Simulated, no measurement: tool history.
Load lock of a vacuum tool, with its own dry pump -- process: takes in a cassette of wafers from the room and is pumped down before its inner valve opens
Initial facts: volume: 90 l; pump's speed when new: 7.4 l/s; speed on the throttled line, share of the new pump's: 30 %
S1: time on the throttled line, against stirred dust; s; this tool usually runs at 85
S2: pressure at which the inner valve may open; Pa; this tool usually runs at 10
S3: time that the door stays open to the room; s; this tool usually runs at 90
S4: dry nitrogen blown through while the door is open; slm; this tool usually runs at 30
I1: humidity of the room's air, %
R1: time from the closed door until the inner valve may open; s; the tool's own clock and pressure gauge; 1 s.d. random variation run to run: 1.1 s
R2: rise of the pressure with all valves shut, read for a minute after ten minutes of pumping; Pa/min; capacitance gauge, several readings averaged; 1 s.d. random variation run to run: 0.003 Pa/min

{"run": 1, "hour": 0.0, "S1": 85, "S2": 10, "S3": 90, "S4": 30, "I1": 45.8, "R1": 179.4, "R2": 0.089}
{"run": 2, "hour": 336.8, "S1": 85, "S2": 10, "S3": 90, "S4": 30, "I1": 46.8, "R1": 179.9, "R2": 0.097}
{"run": 3, "hour": 648.0, "S1": 85, "S2": 10, "S3": 90, "S4": 30, "I1": 44.3, "R1": 180.8, "R2": 0.098}
{"run": 4, "hour": 823.6, "S1": 85, "S2": 18, "S3": 90, "S4": 30, "I1": 44.4, "R1": 173.1, "R2": 0.098}
{"run": 5, "hour": 1213.8, "S1": 85, "S2": 10, "S3": 90, "S4": 17, "I1": 45.2, "R1": 181.8, "R2": 0.107}
{"run": 6, "hour": 1621.3, "S1": 85, "S2": 10, "S3": 90, "S4": 17, "I1": 45.1, "R1": 181.2, "R2": 0.106}
{"run": 7, "hour": 1957.0, "S1": 85, "S2": 10, "S3": 90, "S4": 30, "I1": 43.5, "R1": 181.9, "R2": 0.109}
{"run": 8, "hour": 2148.1, "S1": 85, "S2": 10, "S3": 90, "S4": 30, "I1": 43.7, "R1": 182.2, "R2": 0.11}
{"run": 9, "hour": 2365.8, "S1": 85, "S2": 10, "S3": 90, "S4": 30, "I1": 40.5, "R1": 184.2, "R2": 0.112}
{"run": 10, "hour": 2765.5, "S1": 85, "S2": 10, "S3": 115, "S4": 30, "I1": 45.5, "R1": 185.4, "R2": 0.116}
{"run": 11, "hour": 2987.9, "S1": 85, "S2": 10, "S3": 115, "S4": 30, "I1": 44.1, "R1": 184.1, "R2": 0.121}
{"run": 12, "hour": 3270.1, "S1": 85, "S2": 10, "S3": 115, "S4": 30, "I1": 43.1, "R1": 182.8, "R2": 0.124}
{"run": 13, "hour": 3596.1, "S1": 85, "S2": 12, "S3": 90, "S4": 30, "I1": 44.8, "R1": 179.7, "R2": 0.127}
{"run": 14, "hour": 3785.3, "S1": 85, "S2": 18, "S3": 90, "S4": 24, "I1": 44.4, "R1": 177.9, "R2": 0.13}
{"run": 15, "hour": 4064.5, "S1": 57, "S2": 10, "S3": 33, "S4": 30, "I1": 44.3, "R1": 165.5, "R2": 0.121}
{"run": 16, "hour": 4238.0, "S1": 57, "S2": 16, "S3": 33, "S4": 24, "I1": 44.5, "R1": 160.4, "R2": 0.127}
{"run": 17, "hour": 4648.2, "S1": 57, "S2": 16, "S3": 33, "S4": 24, "I1": 43, "R1": 158.7, "R2": 0.129}
{"run": 18, "hour": 4949.3, "S1": 57, "S2": 16, "S3": 33, "S4": 24, "I1": 46.3, "R1": 158.7, "R2": 0.14}
{"run": 19, "hour": 5302.1, "S1": 42, "S2": 20, "S3": 28, "S4": 30, "I1": 43.1, "R1": 149.2, "R2": 0.138}
{"run": 20, "hour": 5661.1, "S1": 42, "S2": 20, "S3": 28, "S4": 30, "I1": 41.5, "R1": 147.3, "R2": 0.142}
{"run": 21, "hour": 6062.2, "S1": 66, "S2": 20, "S3": 88, "S4": 40, "I1": 45.1, "R1": 162.9, "R2": 0.152}

For each run, the measured value with the value that run would have given without the tool's hidden condition subtracted. The run-to-run variation is shared by both, the gauge scatter possibly not:
The hidden state here: pump's speed, % of a new pump's; leak at the door's seal, Pa l/s; drift of the gauge itself on ready_s, %; drift of the gauge itself on rise_pa_min, %.
run=1 R1=+7.9 R2=+0.071
run=2 R1=+8.3 R2=+0.075
run=3 R1=+8.5 R2=+0.077
run=4 R1=+8 R2=+0.078
run=5 R1=+9.2 R2=+0.083
run=6 R1=+9.5 R2=+0.086
run=7 R1=+9.9 R2=+0.09
run=8 R1=+10.1 R2=+0.09
run=9 R1=+10.4 R2=+0.092
run=10 R1=+10.9 R2=+0.095
run=11 R1=+11 R2=+0.1
run=12 R1=+11.2 R2=+0.102
run=13 R1=+11.5 R2=+0.106
run=14 R1=+10.9 R2=+0.109
run=15 R1=+13.5 R2=+0.111
run=16 R1=+12.7 R2=+0.115
run=17 R1=+13 R2=+0.117
run=18 R1=+13.3 R2=+0.123
run=19 R1=+14.2 R2=+0.124
run=20 R1=+14.4 R2=+0.131
run=21 R1=+13.7 R2=+0.134
